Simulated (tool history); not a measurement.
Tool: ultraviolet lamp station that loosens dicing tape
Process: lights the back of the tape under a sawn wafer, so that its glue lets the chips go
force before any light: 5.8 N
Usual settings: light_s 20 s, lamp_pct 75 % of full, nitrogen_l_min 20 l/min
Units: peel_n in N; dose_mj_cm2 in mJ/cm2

{"run": 1, "hour": 0.0, "light_s": 20, "lamp_pct": 75, "nitrogen_l_min": 20, "peel_n": 0.348, "dose_mj_cm2": 212}
{"run": 2, "hour": 15.0, "light_s": 20, "lamp_pct": 75, "nitrogen_l_min": 29, "peel_n": 0.292, "dose_mj_cm2": 210}
{"run": 3, "hour": 23.2, "light_s": 20, "lamp_pct": 75, "nitrogen_l_min": 29, "peel_n": 0.311, "dose_mj_cm2": 211}
{"run": 4, "hour": 37.7, "light_s": 20, "lamp_pct": 75, "nitrogen_l_min": 29, "peel_n": 0.308, "dose_mj_cm2": 209}
{"run": 5, "hour": 48.1, "light_s": 20, "lamp_pct": 75, "nitrogen_l_min": 16, "peel_n": 0.414, "dose_mj_cm2": 212}
{"hour": 51.9, "done": "window cleaned of glue's vapour"}
{"run": 6, "hour": 64.1, "light_s": 20, "lamp_pct": 75, "nitrogen_l_min": 15, "peel_n": 0.528, "dose_mj_cm2": 185}
{"run": 7, "hour": 73.4, "light_s": 20, "lamp_pct": 75, "nitrogen_l_min": 20, "peel_n": 0.46, "dose_mj_cm2": 186}
{"run": 8, "hour": 84.5, "light_s": 20, "lamp_pct": 75, "nitrogen_l_min": 20, "peel_n": 0.461, "dose_mj_cm2": 185}
{"run": 9, "hour": 94.2, "light_s": 20, "lamp_pct": 75, "nitrogen_l_min": 20, "peel_n": 0.454, "dose_mj_cm2": 190}
{"run": 10, "hour": 112.4, "light_s": 20, "lamp_pct": 75, "nitrogen_l_min": 20, "peel_n": 0.453, "dose_mj_cm2": 184}
{"run": 11, "hour": 130.5, "light_s": 20, "lamp_pct": 75, "nitrogen_l_min": 8, "peel_n": 0.765, "dose_mj_cm2": 185}
{"run": 12, "hour": 144.3, "light_s": 20, "lamp_pct": 75, "nitrogen_l_min": 8, "peel_n": 0.749, "dose_mj_cm2": 184}
{"hour": 156.6, "done": "window cleaned of glue's vapour, once more"}
{"run": 13, "hour": 157.7, "light_s": 20, "lamp_pct": 83, "nitrogen_l_min": 20, "peel_n": 0.229, "dose_mj_cm2": 268}
{"run": 14, "hour": 166.9, "light_s": 30, "lamp_pct": 75, "nitrogen_l_min": 19, "peel_n": 0.153, "dose_mj_cm2": 362}
{"run": 15, "hour": 175.6, "light_s": 30, "lamp_pct": 100, "nitrogen_l_min": 19, "peel_n": 0.143, "dose_mj_cm2": 473}
{"run": 16, "hour": 188.9, "light_s": 30, "lamp_pct": 100, "nitrogen_l_min": 19, "peel_n": 0.129, "dose_mj_cm2": 475}
{"run": 17, "hour": 200.8, "light_s": 16, "lamp_pct": 75, "nitrogen_l_min": 20, "peel_n": 0.436, "dose_mj_cm2": 191}
{"run": 18, "hour": 212.4, "light_s": 20, "lamp_pct": 75, "nitrogen_l_min": 39, "peel_n": 0.207, "dose_mj_cm2": 235}
{"run": 19, "hour": 224.9, "light_s": 20, "lamp_pct": 75, "nitrogen_l_min": 39, "peel_n": 0.218, "dose_mj_cm2": 236}
{"run": 20, "hour": 236.1, "light_s": 20, "lamp_pct": 75, "nitrogen_l_min": 39, "peel_n": 0.208, "dose_mj_cm2": 241}
{"run": 21, "hour": 246.5, "light_s": 27, "lamp_pct": 79, "nitrogen_l_min": 18, "peel_n": 0.172, "dose_mj_cm2": 332}
{"run": 22, "hour": 262.0, "light_s": 27, "lamp_pct": 79, "nitrogen_l_min": 18, "peel_n": 0.159, "dose_mj_cm2": 337}

3 ways to go on from here, each from the tool as it stands after run 22. What would each give?
{"run": "A", "hour": 278.3, "light_s": 34, "lamp_pct": 91, "nitrogen_l_min": 24, "peel_n": "?", "dose_mj_cm2": "?"}
{"run": "B", "hour": 278.3, "light_s": 27, "lamp_pct": 70, "nitrogen_l_min": 24, "peel_n": "?", "dose_mj_cm2": "?"}
{"run": "C", "hour": 278.3, "light_s": 38, "lamp_pct": 74, "nitrogen_l_min": 29, "peel_n": "?", "dose_mj_cm2": "?"}

run=A peel_n=0.135 dose_mj_cm2=484
run=B peel_n=0.171 dose_mj_cm2=294
run=C peel_n=0.132 dose_mj_cm2=441
Without the tool's hidden state the same runs would have given:
run=A peel_n=0.133 dose_mj_cm2=531
run=B peel_n=0.153 dose_mj_cm2=323
run=C peel_n=0.130 dose_mj_cm2=484
